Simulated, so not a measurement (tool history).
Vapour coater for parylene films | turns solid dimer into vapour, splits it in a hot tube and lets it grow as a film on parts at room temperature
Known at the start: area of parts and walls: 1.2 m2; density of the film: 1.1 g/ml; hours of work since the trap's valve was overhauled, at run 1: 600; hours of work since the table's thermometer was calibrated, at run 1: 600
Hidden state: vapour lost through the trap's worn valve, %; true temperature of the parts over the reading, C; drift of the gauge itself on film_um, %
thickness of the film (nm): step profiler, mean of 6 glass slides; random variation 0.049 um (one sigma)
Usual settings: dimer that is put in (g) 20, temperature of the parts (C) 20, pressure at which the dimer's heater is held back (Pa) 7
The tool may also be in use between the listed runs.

run   hour  dimer that is put in (g)  temperature of the parts (C)  pressure at which the dimer's heater is held back (Pa)  hours of work since the trap's valve was overhauled  hours of work since the table's thermometer was calibrated  thickness of the film (nm)
  1      0                        20                            20                                                       7                                                  600                                                         600                        6570
  2   34.1                        20                            20                                                    3.82                                                  614                                                         614                        7410
  3   77.9                        26                            20                                                       7                                                  633                                                         633                        8550
  4  129.9                        26                            20                                                       7                                                  655                                                         655                        8600
     138.5  -- trap's valve overhauled
  5  184.6                        20                            20                                                       7                                                   19                                                         676                        6990
  6  217.6                        20                            20                                                       7                                                   33                                                         690                        6920
  7    249                        20                            20                                                       7                                                   47                                                         703                        6890
  8  289.8                        20                            20                                                       7                                                   64                                                         721                        6990
  9  328.6                        20                            20                                                       7                                                   80                                                         737                        6890
 10    382                        20                            20                                                       7                                                  103                                                         760                        6910
 11  427.3                        20                            20                                                       7                                                  122                                                         779                        6920
 12  476.4                        20                            20                                                       7                                                  143                                                         800                        6870
 13  515.9                         9                            16                                                    5.58                                                  160                                                         816                        3730
 14  547.9                        13                            20                                                    9.19                                                  173                                                         830                        4220
 15  582.9                        14                            25                                                    9.25                                                  188                                                         845                        3780
 16  624.5                        14                            17                                                       7                                                  205                                                         862                        5300
 17  678.4                        14                            17                                                       7                                                  228                                                         885                        5280
 18  728.7                        13                            14                                                    5.09                                                  249                                                         906                        5830
 19  777.6                        11                            31                                                    2.47                                                  270                                                         927                        2930
 20  814.8                        16                            31                                                    2.47                                                  286                                                         943                        4260
 21  857.5                        28                            20                                                    7.61                                                  304                                                         961                        9250
 22  893.4                        28                            20                                                    7.61                                                  319                                                         976                        9070

Forecast each of these 4 alternatives for the next run:
  A  942.1                        36                            25                                                    7.61                                                  340                                                         996                           ?
  B  942.1                        20                            20                                                   10.02                                                  340                                                         996                           ?
  C  942.1                        21                            21                                                    7.61                                                  340                                                         996                           ?
  D  942.1                        31                            20                                                    3.68                                                  340                                                         996                           ?

run  thickness of the film (nm)
  A                        9740
  B                        6200
  C                        6610
  D                       11480
Without the tool's hidden state the same runs would have given:
run  thickness of the film (nm)
  A                       10640
  B                        6780
  C                        7220
  D                       12540
